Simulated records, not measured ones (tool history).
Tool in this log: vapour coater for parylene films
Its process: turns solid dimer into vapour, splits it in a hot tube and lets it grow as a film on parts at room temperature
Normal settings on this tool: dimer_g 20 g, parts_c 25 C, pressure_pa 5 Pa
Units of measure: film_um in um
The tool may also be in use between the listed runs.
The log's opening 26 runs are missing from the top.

| run | hour | dimer_g | parts_c | pressure_pa | film_um |
|---|---|---|---|---|---|
| 27 | 837.2 | 28 | 25 | 3.03 | 6.73 |
| 28 | 865.4 | 11 | 30 | 3.92 | 2.28 |
| 29 | 901.2 | 11 | 30 | 3.92 | 2.31 |
| 30 | 932.1 | 11 | 30 | 3.92 | 2.32 |
| 31 | 954.3 | 31 | 30 | 7.75 | 6.11 |
| 32 | 978 | 34 | 25 | 5 | 7.79 |
| 33 | 1002.5 | 20 | 26 | 10.04 | 4.22 |
| 34 | 1024.8 | 30 | 35 | 5 | 5.51 |
|  | 1036.5 | trap's valve overhauled |
| 35 | 1070.1 | 32 | 21 | 3.77 | 8.33 |

5 ways to go on from here, each from the tool as it stands after run 35. What would each give?
| A | 1111.2 | 35 | 17 | 2.42 | ? |
| B | 1111.2 | 9 | 21 | 3.77 | ? |
| C | 1111.2 | 21 | 28 | 10.08 | ? |
| D | 1111.2 | 20 | 28 | 5 | ? |
| E | 1111.2 | 13 | 28 | 7.76 | ? |

| run | film_um |
|---|---|
| A | 10.33 |
| B | 2.34 |
| C | 4.21 |
| D | 4.35 |
| E | 2.65 |
What these runs would have given with no unlogged condition in the tool:
| run | film_um |
|---|---|
| A | 10.33 |
| B | 2.34 |
| C | 4.22 |
| D | 4.35 |
| E | 2.66 |

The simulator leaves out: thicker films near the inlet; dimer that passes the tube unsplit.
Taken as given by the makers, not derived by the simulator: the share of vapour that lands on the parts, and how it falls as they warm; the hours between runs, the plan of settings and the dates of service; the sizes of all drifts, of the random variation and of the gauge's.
